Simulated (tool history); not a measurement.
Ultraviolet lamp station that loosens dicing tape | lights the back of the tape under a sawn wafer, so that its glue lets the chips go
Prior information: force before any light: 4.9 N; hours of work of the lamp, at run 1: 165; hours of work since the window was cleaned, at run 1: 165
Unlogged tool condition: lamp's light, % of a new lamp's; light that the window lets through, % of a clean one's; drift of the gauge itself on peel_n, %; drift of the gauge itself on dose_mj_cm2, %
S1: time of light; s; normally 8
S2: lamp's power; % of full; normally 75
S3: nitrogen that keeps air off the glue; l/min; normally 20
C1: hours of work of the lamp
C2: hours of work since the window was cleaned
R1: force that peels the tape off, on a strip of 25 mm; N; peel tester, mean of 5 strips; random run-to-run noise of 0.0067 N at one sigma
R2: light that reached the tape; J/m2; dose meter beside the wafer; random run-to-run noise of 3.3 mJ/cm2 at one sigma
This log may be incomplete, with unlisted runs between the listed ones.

| run | hour | S1 | S2 | S3 | C1 | C2 | R1 | R2 |
|---|---|---|---|---|---|---|---|---|
| 1 | 0.0 | 8 | 75 | 20 | 165 | 165 | 0.262 | 4590 |
| 2 | 10.3 | 9 | 75 | 20 | 172 | 172 | 0.226 | 5180 |
| 3 | 23.3 | 9 | 75 | 20 | 179 | 179 | 0.241 | 5130 |
| 4 | 31.7 | 9 | 75 | 20 | 185 | 185 | 0.231 | 5100 |
| 5 | 43.3 | 9 | 72 | 20 | 192 | 192 | 0.246 | 4890 |
| 6 | 52.8 | 9 | 72 | 20 | 197 | 197 | 0.261 | 4870 |
| 7 | 70.3 | 11 | 75 | 20 | 208 | 208 | 0.206 | 6150 |
| 8 | 78.4 | 6 | 75 | 20 | 213 | 213 | 0.449 | 3360 |
| 9 | 94.3 | 6 | 75 | 20 | 222 | 222 | 0.466 | 3300 |
| 10 | 105.3 | 5 | 75 | 20 | 229 | 229 | 0.674 | 2740 |
| 11 | 119.1 | 13 | 75 | 20 | 237 | 237 | 0.177 | 6900 |
| 12 | 134.5 | 13 | 91 | 20 | 247 | 247 | 0.186 | 8450 |
| 13 | 151.7 | 13 | 91 | 20 | 257 | 257 | 0.172 | 8350 |
| 14 | 159.5 | 13 | 66 | 20 | 262 | 262 | 0.202 | 6100 |
|  | 168.3 | window cleaned of glue's vapour |
| 15 | 174.2 | 13 | 66 | 20 | 270 | 4 | 0.190 | 7000 |
| 16 | 190.8 | 8 | 74 | 20 | 280 | 14 | 0.250 | 4700 |
| 17 | 202.9 | 8 | 75 | 20 | 288 | 21 | 0.250 | 4810 |
| 18 | 213.6 | 8 | 75 | 20 | 294 | 27 | 0.269 | 4760 |
| 19 | 222.4 | 8 | 75 | 20 | 299 | 33 | 0.252 | 4710 |
| 20 | 234.3 | 8 | 75 | 20 | 307 | 40 | 0.257 | 4760 |
| 21 | 242.0 | 8 | 75 | 20 | 311 | 45 | 0.256 | 4710 |
| 22 | 255.4 | 8 | 75 | 20 | 319 | 53 | 0.253 | 4690 |
| 23 | 266.5 | 8 | 75 | 20 | 326 | 59 | 0.253 | 4660 |
| 24 | 280.9 | 12 | 75 | 11 | 335 | 68 | 0.217 | 6950 |
| 25 | 291.3 | 12 | 75 | 11 | 341 | 74 | 0.208 | 6960 |
| 26 | 302.3 | 12 | 75 | 11 | 348 | 81 | 0.218 | 6810 |
| 27 | 319.0 | 9 | 61 | 12 | 358 | 91 | 0.391 | 4120 |
| 28 | 332.5 | 7 | 71 | 12 | 366 | 99 | 0.497 | 3690 |
| 29 | 345.4 | 7 | 71 | 12 | 374 | 107 | 0.496 | 3660 |
| 30 | 359.4 | 14 | 75 | 20 | 382 | 115 | 0.190 | 7770 |
| 31 | 376.8 | 12 | 75 | 33 | 393 | 126 | 0.180 | 6600 |
| 32 | 392.2 | 12 | 75 | 24 | 402 | 135 | 0.189 | 6580 |
| 33 | 408.0 | 12 | 67 | 15 | 411 | 145 | 0.220 | 5810 |
| 34 | 422.9 | 8 | 75 | 11 | 420 | 154 | 0.417 | 4260 |
| 35 | 439.8 | 15 | 90 | 27 | 431 | 164 | 0.174 | 9620 |
| 36 | 452.6 | 7 | 64 | 26 | 438 | 172 | 0.438 | 3130 |
| 37 | 464.7 | 8 | 75 | 7 | 446 | 179 | 0.551 | 4220 |
| 38 | 474.2 | 5 | 71 | 9 | 451 | 185 | 1.091 | 2490 |
| 39 | 482.0 | 8 | 62 | 7 | 456 | 189 | 0.792 | 3460 |
| 40 | 490.6 | 8 | 68 | 28 | 461 | 195 | 0.324 | 3770 |
| 41 | 504.2 | 8 | 68 | 28 | 469 | 203 | 0.323 | 3760 |
| 42 | 512.7 | 8 | 68 | 28 | 475 | 208 | 0.317 | 3750 |
| 43 | 522.1 | 8 | 82 | 10 | 480 | 214 | 0.395 | 4480 |

Hidden state at the last listed run before each entry between runs and at the first one after, where it differs:
Runs 14 to 15: window cleaned of glue's vapour (hour 168.3)
  lamp's light, % of a new lamp's: 92.2 -> 91.9; light that the window lets through, % of a clean one's: 86.5 -> 99.6
  what was measured, less what the result would be without the hidden state, R1: +0.020 -> +0.006 N; R2: -1550 -> -650 J/m2
